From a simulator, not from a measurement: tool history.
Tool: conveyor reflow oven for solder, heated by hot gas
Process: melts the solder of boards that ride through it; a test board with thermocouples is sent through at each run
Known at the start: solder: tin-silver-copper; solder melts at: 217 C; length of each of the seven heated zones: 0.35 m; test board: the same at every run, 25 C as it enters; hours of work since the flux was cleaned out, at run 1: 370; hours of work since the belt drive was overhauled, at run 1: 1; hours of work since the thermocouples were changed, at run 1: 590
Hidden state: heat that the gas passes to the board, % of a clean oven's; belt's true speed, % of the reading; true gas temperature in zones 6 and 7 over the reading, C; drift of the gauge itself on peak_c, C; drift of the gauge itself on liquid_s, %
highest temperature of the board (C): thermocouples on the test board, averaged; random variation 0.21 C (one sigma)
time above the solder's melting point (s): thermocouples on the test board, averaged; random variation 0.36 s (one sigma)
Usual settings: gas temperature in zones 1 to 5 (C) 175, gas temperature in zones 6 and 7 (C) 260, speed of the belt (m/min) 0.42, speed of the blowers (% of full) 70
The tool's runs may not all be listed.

run,hour,gas temperature in zones 1 to 5 (C),gas temperature in zones 6 and 7 (C),speed of the belt (m/min),speed of the blowers (% of full),hours of work since the flux was cleaned out,hours of work since the belt drive was overhauled,hours of work since the thermocouples were changed,highest temperature of the board (C),time above the solder's melting point (s)
1,0,175,260,0.42,70,370,1,590,243.2,65.2
2,6.6,175,260,0.42,70,374,5,594,243.6,65.2
3,19.5,175,260,0.42,77,382,13,602,245.1,67.6
4,30.7,175,260,0.42,70,389,20,610,243.3,64.2
5,43.3,175,260,0.42,70,398,28,618,243.7,65.6
6,48.8,175,260,0.42,70,401,32,621,243.5,65.7
# hour 58.2: flux residue cleaned out of gas plates and filters
7,61.7,175,260,0.42,70,2,37,626,243.8,66
8,71,175,260,0.42,70,8,43,632,243.9,65.9
9,81.3,175,260,0.42,70,15,49,639,243.4,65
10,87.7,175,260,0.42,70,19,53,643,243.8,65.9
11,94.4,170,260,0.42,70,23,58,647,242.6,62.1
12,102,170,260,0.42,70,28,63,652,242.7,62.1
13,108.8,170,260,0.42,70,32,67,656,242.9,62.5
14,116.6,172,260,0.42,70,37,72,661,243.1,64
15,125.6,172,260,0.42,70,43,78,667,243.1,63.5
16,137.6,172,260,0.42,70,51,85,675,243.1,63.7
17,145.5,187,260,0.422,70,56,90,680,245.7,73.9
18,156.7,175,250,0.42,70,63,98,687,235.4,53.6
19,170.2,175,250,0.42,70,72,106,695,235.2,54
20,183.2,175,250,0.42,70,80,114,704,235,53.1
21,190.2,175,250,0.42,70,84,119,708,235,53.5
22,200.7,175,250,0.42,70,91,126,715,235.2,53.6
23,211.8,175,250,0.42,70,98,133,722,235.3,53.6
24,225.1,175,252,0.42,56,107,141,731,233.6,49
25,238.1,180,272,0.353,55,115,149,739,256.8,97
26,249.1,179,254,0.421,55,122,157,746,235.7,54.8
27,258.4,179,254,0.421,55,128,162,752,235.4,54
28,269.1,175,260,0.413,73,135,169,759,244.7,67.9
29,281.5,174,269,0.447,56,143,177,767,245.2,59.6
30,289.5,174,267,0.442,56,148,182,772,244,59.1
31,302.9,175,272,0.42,70,156,191,780,253.8,76
32,308.4,175,272,0.42,70,160,194,784,253.8,75.8

Hidden state at the last listed run before each entry between runs and at the first one after, where it differs:
Between runs 6 and 7: flux residue cleaned out of gas plates and filters (hour 58.2)
  heat that the gas passes to the board, % of a clean oven's: 99.4 -> 100
